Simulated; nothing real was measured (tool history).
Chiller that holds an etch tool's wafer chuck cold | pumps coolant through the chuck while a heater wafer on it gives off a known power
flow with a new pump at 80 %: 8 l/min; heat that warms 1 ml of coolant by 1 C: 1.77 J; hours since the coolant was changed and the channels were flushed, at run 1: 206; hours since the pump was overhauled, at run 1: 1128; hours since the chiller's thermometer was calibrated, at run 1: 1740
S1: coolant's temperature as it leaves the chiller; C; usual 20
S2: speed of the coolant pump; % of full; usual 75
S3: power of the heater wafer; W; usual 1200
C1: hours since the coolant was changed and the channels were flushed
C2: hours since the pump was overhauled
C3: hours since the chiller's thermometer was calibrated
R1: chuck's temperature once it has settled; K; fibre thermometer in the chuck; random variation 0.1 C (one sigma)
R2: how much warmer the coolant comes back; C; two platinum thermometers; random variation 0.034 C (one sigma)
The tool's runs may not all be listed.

run	day	S1	S2	S3	C1	C2	C3	R1	R2
1	0.000	20	75	1200	206	1128	1740	303.15	5.59
2	3.700	20	75	1200	295	1216	1829	303.25	5.65
3	6.633	20	75	938	366	1287	1899	301.25	4.46
4	10.221	20	75	1212	452	1373	1986	303.55	5.69
5	11.796	20	75	1212	490	1411	2023	303.65	5.75
6	15.058	20	75	983	568	1489	2102	301.55	4.62
7	16.800	20	75	983	610	1531	2143	301.75	4.70
8	18.667	20	75	983	654	1576	2188	301.65	4.71
9	22.204	23	75	655	739	1661	2273	302.05	3.10
10	24.312	14	60	1392	790	1711	2324	301.65	8.46
11	27.646	20	75	1126	870	1791	2404	302.85	5.43
12	31.154	13	89	1200	954	1875	2488	295.25	4.77
13	34.862	29	75	986	1043	1964	2577	311.05	4.80

The next listed run, before its measurement:
14	36.488	29	75	1115	1082	2003	2616	?	?

{"run 14": {"R1": 311.95, "R2": 5.38}}
Without the tool's hidden state the same run would have given R1 310.95 K, R2 5.08 C.

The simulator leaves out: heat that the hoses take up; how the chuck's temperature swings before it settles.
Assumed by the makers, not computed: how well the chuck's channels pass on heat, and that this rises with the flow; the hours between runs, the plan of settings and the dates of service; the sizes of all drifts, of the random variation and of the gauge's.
